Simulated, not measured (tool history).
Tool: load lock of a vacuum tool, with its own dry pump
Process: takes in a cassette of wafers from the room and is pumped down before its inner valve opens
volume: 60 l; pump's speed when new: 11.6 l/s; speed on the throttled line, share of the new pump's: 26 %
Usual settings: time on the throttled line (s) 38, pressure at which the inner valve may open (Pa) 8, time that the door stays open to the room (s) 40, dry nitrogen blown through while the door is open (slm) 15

| run | hour | time on the throttled line (s) | pressure at which the inner valve may open (Pa) | time that the door stays open to the room (s) | dry nitrogen blown through while the door is open (slm) | incoming humidity of the room's air, % | time from the closed door until the inner valve may open (s) | rise of the pressure with all valves shut (Pa/min) |
|---|---|---|---|---|---|---|---|---|
| 1 | 0.0 | 38 | 8 | 40 | 15 | 43.9 | 76.4 | 0.039 |
| 2 | 221.8 | 38 | 8 | 40 | 15 | 49.2 | 77.4 | 0.047 |
| 3 | 549.2 | 38 | 8 | 51 | 15 | 46.9 | 76.8 | 0.051 |
| 4 | 973.9 | 38 | 8 | 51 | 15 | 44.0 | 77.2 | 0.054 |
| 5 | 1466.5 | 32 | 8 | 51 | 15 | 47.5 | 73.2 | 0.061 |
| 6 | 1836.2 | 38 | 8 | 40 | 15 | 44.7 | 78.2 | 0.062 |
| 7 | 2275.9 | 38 | 8 | 40 | 15 | 46.2 | 78.4 | 0.066 |
| 8 | 2605.2 | 52 | 8 | 40 | 15 | 44.7 | 88.8 | 0.077 |
| 9 | 2993.5 | 38 | 8 | 40 | 15 | 45.5 | 79.3 | 0.075 |
| 10 | 3264.6 | 38 | 8 | 40 | 15 | 43.6 | 78.1 | 0.075 |
| 11 | 3785.2 | 38 | 8 | 40 | 15 | 41.6 | 79.0 | 0.095 |
| 12 | 4296.6 | 38 | 8 | 40 | 15 | 44.0 | 79.8 | 0.100 |
| 13 | 4528.8 | 38 | 8 | 40 | 15 | 43.2 | 79.4 | 0.096 |
| 14 | 4832.1 | 38 | 7 | 40 | 15 | 42.9 | 81.0 | 0.104 |

The next listed run, before its measurement:
| 15 | 5285.8 | 38 | 7 | 40 | 15 | 42.6 | ? | ? |

{"run 15": {"time from the closed door until the inner valve may open (s)": 81.3, "rise of the pressure with all valves shut (Pa/min)": 0.121}}
Without the tool's hidden state the same run would have given time from the closed door until the inner valve may open (s) 78.4, rise of the pressure with all valves shut (Pa/min) 0.026.
